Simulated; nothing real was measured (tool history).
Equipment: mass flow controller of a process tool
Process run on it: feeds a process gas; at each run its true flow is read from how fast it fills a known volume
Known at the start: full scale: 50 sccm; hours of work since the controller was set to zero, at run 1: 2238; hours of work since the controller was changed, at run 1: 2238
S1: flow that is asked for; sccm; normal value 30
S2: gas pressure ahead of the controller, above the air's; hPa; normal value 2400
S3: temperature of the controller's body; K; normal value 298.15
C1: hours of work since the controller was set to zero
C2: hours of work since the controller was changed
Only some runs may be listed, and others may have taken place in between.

Run 1, day 0.000: usual settings; C1 2238; C2 2238. Result: true flow (%) 98.39.
Run 2, day 2.217: usual settings; C1 2275; C2 2275. Result: true flow (%) 98.32.
Run 3, day 6.212: usual settings but S3 294.15 K; C1 2343; C2 2343. Result: true flow (%) 97.91.
Run 4, day 9.050: usual settings but S3 294.15 K; C1 2391; C2 2391. Result: true flow (%) 97.98.
Run 5, day 11.292: usual settings but S3 294.15 K; C1 2428; C2 2428. Result: true flow (%) 98.10.
Run 6, day 13.221: usual settings but S3 294.15 K; C1 2461; C2 2461. Result: true flow (%) 98.05.
Run 7, day 17.062: usual settings but S3 294.15 K; C1 2526; C2 2526. Result: true flow (%) 97.95.
Run 8, day 19.900: usual settings but S2 1770 hPa; C1 2574; C2 2574. Result: true flow (%) 98.63.
Run 9, day 23.171: usual settings but S2 1770 hPa; C1 2629; C2 2629. Result: true flow (%) 98.61.
Run 10, day 24.954: usual settings; C1 2659; C2 2659. Result: true flow (%) 98.37.
Run 11, day 27.754: usual settings; C1 2706; C2 2706. Result: true flow (%) 98.27.
Run 12, day 30.262: usual settings; C1 2748; C2 2748. Result: true flow (%) 98.29.
Run 13, day 33.667: usual settings but S2 1740 hPa; C1 2806; C2 2806. Result: true flow (%) 98.68.
Run 14, day 36.975: usual settings but S2 1740 hPa; C1 2862; C2 2862. Result: true flow (%) 98.84.
Run 15, day 40.333: usual settings but S2 1740 hPa; C1 2918; C2 2918. Result: true flow (%) 98.59.
Run 16, day 42.075: usual settings but S3 308.15 K; C1 2948; C2 2948. Result: true flow (%) 99.01.
Run 17, day 45.942: usual settings but S3 308.15 K; C1 3013; C2 3013. Result: true flow (%) 98.97.
Run 18, day 50.088: usual settings but S3 308.15 K; C1 3083; C2 3083. Result: true flow (%) 98.87.
Run 19, day 53.492: usual settings but S1 26 sccm, S2 1590 hPa, S3 312.15 K; C1 3140; C2 3140. Result: true flow (%) 99.36.
Run 20, day 56.538: usual settings but S1 26 sccm, S2 1590 hPa, S3 312.15 K; C1 3191; C2 3191. Result: true flow (%) 99.36.
Run 21, day 58.338: usual settings but S1 35 sccm, S2 1700 hPa, S3 312.15 K; C1 3222; C2 3222. Result: true flow (%) 100.08.
Run 22, day 61.750: usual settings but S1 35 sccm, S2 1700 hPa, S3 312.15 K; C1 3279; C2 3279. Result: true flow (%) 100.04.
Run 23, day 63.754: usual settings but S1 35 sccm, S2 1700 hPa, S3 312.15 K; C1 3313; C2 3313. Result: true flow (%) 100.03.

Predict the results of run 24:
Run 24, day 67.721: usual settings but S1 35 sccm, S2 1700 hPa, S3 312.15 K; C1 3380; C2 3380. Result: true flow (%) ?.

Run 24 measured true flow (%) 99.81.
On a tool with no hidden condition, and with the same random variation, this run would have come out at true flow (%) 100.20.

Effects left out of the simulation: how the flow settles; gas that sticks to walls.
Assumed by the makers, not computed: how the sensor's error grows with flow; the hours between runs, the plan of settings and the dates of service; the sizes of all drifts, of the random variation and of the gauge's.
